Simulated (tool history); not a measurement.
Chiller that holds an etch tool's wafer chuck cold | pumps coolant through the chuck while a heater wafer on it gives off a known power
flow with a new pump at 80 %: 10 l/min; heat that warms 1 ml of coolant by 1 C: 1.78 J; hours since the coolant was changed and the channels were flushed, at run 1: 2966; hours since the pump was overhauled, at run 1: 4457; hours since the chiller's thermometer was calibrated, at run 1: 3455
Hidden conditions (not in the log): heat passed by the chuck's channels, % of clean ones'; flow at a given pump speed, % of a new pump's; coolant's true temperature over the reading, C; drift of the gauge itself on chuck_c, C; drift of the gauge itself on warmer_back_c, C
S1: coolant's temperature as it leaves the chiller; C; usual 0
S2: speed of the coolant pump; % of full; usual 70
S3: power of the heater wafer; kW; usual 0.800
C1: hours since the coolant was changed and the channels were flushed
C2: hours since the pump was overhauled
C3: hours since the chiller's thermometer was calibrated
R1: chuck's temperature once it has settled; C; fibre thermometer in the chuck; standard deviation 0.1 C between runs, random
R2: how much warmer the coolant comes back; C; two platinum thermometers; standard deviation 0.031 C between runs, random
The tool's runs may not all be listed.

run      day  S1   S2     S3    C1    C2    C3    R1    R2
  1    0.000   0   70  0.800  2966  4457  3455   7.9  3.64
       4.683  -- coolant changed, channels flushed
  2    7.067   0   70  0.800    57  4620  3619   6.7  3.63
  3   12.100   0   78  0.800   178  4741  3740   6.1  3.29
      19.483  -- coolant pump overhauled
  4   19.908   0   78  0.800   360    10  3922   5.5  2.75
  5   23.579   0   78  0.800   448    98  4010   5.7  2.80
  6   27.783  -6   70  0.800   549   199  4111  -0.1  3.18
  7   35.429   0   70  0.800   733   383  4295   6.2  3.19
  8   38.917   0   70  0.800   817   466  4378   6.0  3.18
  9   44.617   0   70  0.800   953   603  4515   6.2  3.19
 10   49.525   0   70  0.800  1071   721  4633   6.1  3.19
 11   55.950   0   70  0.800  1225   875  4787   6.3  3.20
 12   61.750   0   70  0.800  1365  1014  4926   6.5  3.17
 13   69.554   0   65  0.800  1552  1202  5114   7.0  3.57
 14   77.521   0   70  0.825  1743  1393  5305   6.7  3.42
 15   81.350   0   77  0.800  1835  1485  5397   6.1  2.94
 16   88.917  -3   79  0.847  2017  1666  5578   3.5  3.03
 17   96.871   4  100  1.027  2207  1857  5769  10.6  2.98
     101.779  -- chiller's thermometer calibrated
 18  104.929  -6   70  0.737  2400  2050    76   0.6  3.11
 19  108.912   0   85  0.800  2495  2145   171   6.3  2.72
 20  113.254  -8   70  0.858  2600  2250   275   0.0  3.61
 21  120.621   2   99  0.812  2776  2426   452   7.6  2.35
 22  127.362   4   82  0.426  2938  2588   614   7.4  1.56
     133.242  -- coolant changed, channels flushed
 23  134.962   4   82  0.426    41  2765   790   7.0  1.58
 24  142.162  -1   68  0.683   214  2937   963   4.6  3.02
 25  147.258  -3   72  0.427   336  3060  1085   0.3  1.81
 26  151.658  -3   72  0.427   442  3165  1191   0.5  1.80
 27  158.029  -3   72  0.427   595  3318  1344   0.4  1.74
 28  161.879   2   72  0.426   687  3411  1436   5.5  1.82
 29  169.108   2   73  0.730   861  3584  1610   8.0  3.14

Consider 3 possible next runs. They are alternatives, not a sequence: every one starts from the tool as it was left by run 29. What does each give?
  A  177.042   9  67  1.029  1051  3774  1800   ?   ?
  B  177.042  -1  88  0.570  1051  3774  1800   ?   ?
  C  177.042   2  90  0.586  1051  3774  1800   ?   ?

run    R1    R2
  A  18.4  4.80
  B   3.1  1.95
  C   6.3  1.96
Take away the tool's hidden state, keep each run's random variation, and the runs would have read:
run    R1    R2
  A  17.3  4.22
  B   2.7  1.71
  C   5.9  1.72

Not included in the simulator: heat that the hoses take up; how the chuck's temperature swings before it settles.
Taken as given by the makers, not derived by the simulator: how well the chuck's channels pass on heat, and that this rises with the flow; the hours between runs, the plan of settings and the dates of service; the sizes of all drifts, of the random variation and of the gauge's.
